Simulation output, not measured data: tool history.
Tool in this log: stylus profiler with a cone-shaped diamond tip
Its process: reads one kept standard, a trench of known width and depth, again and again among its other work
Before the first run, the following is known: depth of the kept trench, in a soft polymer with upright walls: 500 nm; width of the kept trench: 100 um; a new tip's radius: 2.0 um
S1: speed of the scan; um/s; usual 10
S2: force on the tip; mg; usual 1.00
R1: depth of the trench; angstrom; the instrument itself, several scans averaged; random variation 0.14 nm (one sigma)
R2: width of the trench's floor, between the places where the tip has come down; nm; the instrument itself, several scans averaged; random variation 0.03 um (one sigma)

run 1 hour=0.0 | S1=10 S2=1.00 | R1=5033.1 R2=96600
run 2 hour=52.2 | S1=10 S2=1.00 | R1=5033.1 R2=96580
run 3 hour=94.4 | S1=10 S2=0.82 | R1=5030.7 R2=96570
run 4 hour=159.6 | S1=10 S2=0.89 | R1=5034.4 R2=96570
run 5 hour=215.1 | S1=10 S2=0.38 | R1=5027.9 R2=96470
run 6 hour=295.8 | S1=10 S2=0.38 | R1=5024.1 R2=96420
run 7 hour=347.3 | S1=10 S2=1.00 | R1=5035.1 R2=96460
run 8 hour=431.8 | S1=7 S2=1.00 | R1=5037.7 R2=96460
run 9 hour=501.2 | S1=11 S2=1.00 | R1=5034.7 R2=96400
run 10 hour=587.9 | S1=11 S2=1.00 | R1=5039.3 R2=96450
run 11 hour=649.8 | S1=11 S2=1.00 | R1=5040.1 R2=96360
run 12 hour=712.5 | S1=11 S2=1.03 | R1=5037.2 R2=96320
run 13 hour=774.4 | S1=5 S2=1.00 | R1=5039.1 R2=96320
run 14 hour=838.4 | S1=10 S2=0.34 | R1=5030.7 R2=96280
run 15 hour=910.8 | S1=10 S2=0.34 | R1=5028.6 R2=96290
run 16 hour=973.3 | S1=10 S2=0.34 | R1=5030.9 R2=96250
run 17 hour=1036.0 | S1=10 S2=0.34 | R1=5031.4 R2=96220
run 18 hour=1082.8 | S1=8 S2=0.34 | R1=5031.8 R2=96210
run 19 hour=1158.2 | S1=10 S2=1.00 | R1=5046.5 R2=96170
run 20 hour=1208.6 | S1=4 S2=2.00 | R1=5055.3 R2=96200
run 21 hour=1290.4 | S1=4 S2=2.00 | R1=5055.7 R2=96150
run 22 hour=1339.0 | S1=25 S2=2.79 | R1=5067.3 R2=96140
run 23 hour=1423.9 | S1=25 S2=0.58 | R1=5042.4 R2=95980
run 24 hour=1479.6 | S1=25 S2=0.58 | R1=5040.2 R2=96000
run 25 hour=1559.0 | S1=7 S2=0.63 | R1=5040.9 R2=96020
run 26 hour=1637.4 | S1=34 S2=1.85 | R1=5057.9 R2=95970
run 27 hour=1725.2 | S1=34 S2=1.85 | R1=5057.3 R2=95910
-- hour=1765.2 height scale calibrated on a step standard
run 28 hour=1807.8 | S1=34 S2=1.85 | R1=5029.5 R2=95890
run 29 hour=1863.8 | S1=31 S2=2.93 | R1=5040.1 R2=95910
run 30 hour=1941.8 | S1=21 S2=0.46 | R1=5011.5 R2=95820
run 31 hour=2026.0 | S1=3 S2=0.50 | R1=5015.6 R2=95910
run 32 hour=2066.1 | S1=4 S2=0.98 | R1=5022.6 R2=95980
-- hour=2074.9 new tip fitted, height scale calibrated
run 33 hour=2124.7 | S1=12 S2=1.81 | R1=5027.0 R2=97280
run 34 hour=2184.1 | S1=6 S2=1.82 | R1=5029.7 R2=97320
run 35 hour=2240.7 | S1=6 S2=1.82 | R1=5029.1 R2=97230
run 36 hour=2322.8 | S1=35 S2=1.82 | R1=5027.4 R2=97130
run 37 hour=2386.7 | S1=3 S2=1.82 | R1=5029.7 R2=97180
run 38 hour=2464.3 | S1=3 S2=0.39 | R1=5013.2 R2=97180

Each row is a separate what-if for the run after 38, all from the same tool condition, not one after another. Results?
run A hour=2530.0 | S1=3 S2=1.00 | R1=? R2=?
run B hour=2530.0 | S1=10 S2=0.44 | R1=? R2=?
run C hour=2530.0 | S1=6 S2=2.20 | R1=? R2=?

run=A R1=5024.9 R2=97140
run=B R1=5015.0 R2=97060
run=C R1=5035.1 R2=97160
With the hidden condition removed and each run's random variation left untouched, the same runs would have given:
run=A R1=5021.2 R2=97320
run=B R1=5011.3 R2=97240
run=C R1=5031.4 R2=97350
